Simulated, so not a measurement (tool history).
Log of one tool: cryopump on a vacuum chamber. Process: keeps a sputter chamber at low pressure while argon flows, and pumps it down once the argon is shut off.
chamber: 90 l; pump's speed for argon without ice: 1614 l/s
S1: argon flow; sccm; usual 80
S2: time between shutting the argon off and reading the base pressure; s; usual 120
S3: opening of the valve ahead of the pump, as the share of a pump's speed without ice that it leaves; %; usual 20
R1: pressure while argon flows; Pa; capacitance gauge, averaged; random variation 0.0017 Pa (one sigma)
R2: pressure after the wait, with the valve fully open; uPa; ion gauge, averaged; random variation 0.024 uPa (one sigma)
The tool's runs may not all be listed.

run 1 hour=0.0 | S1=80 S2=120 S3=20 | R1=0.4426 R2=1.43
run 2 hour=111.1 | S1=80 S2=120 S3=20 | R1=0.4412 R2=1.43
run 3 hour=206.1 | S1=80 S2=120 S3=20 | R1=0.4445 R2=1.51
run 4 hour=320.7 | S1=80 S2=120 S3=20 | R1=0.4524 R2=1.48
-- hour=348.3 pump warmed up, emptied and cooled again
run 5 hour=434.0 | S1=80 S2=120 S3=20 | R1=0.4255 R2=1.34
run 6 hour=535.8 | S1=80 S2=120 S3=20 | R1=0.4231 R2=1.32
run 7 hour=600.9 | S1=80 S2=120 S3=42 | R1=0.2056 R2=1.35
run 8 hour=676.3 | S1=80 S2=120 S3=42 | R1=0.2048 R2=1.39
run 9 hour=756.5 | S1=80 S2=120 S3=42 | R1=0.2062 R2=1.41
run 10 hour=816.4 | S1=72 S2=120 S3=58 | R1=0.1373 R2=1.35
run 11 hour=869.8 | S1=86 S2=118 S3=44 | R1=0.2151 R2=1.46
run 12 hour=957.6 | S1=33 S2=120 S3=20 | R1=0.1769 R2=1.40
run 13 hour=1031.0 | S1=80 S2=120 S3=16 | R1=0.5402 R2=1.44
run 14 hour=1091.6 | S1=80 S2=120 S3=16 | R1=0.5447 R2=1.43

Run 15 comes next. What will it give?
run 15 hour=1162.9 | S1=80 S2=120 S3=16 | R1=? R2=?

R1: 0.5406 Pa
R2: 1.44 uPa
Without the tool's hidden state the same run would have given R1 0.5256 Pa, R2 0.89 uPa.
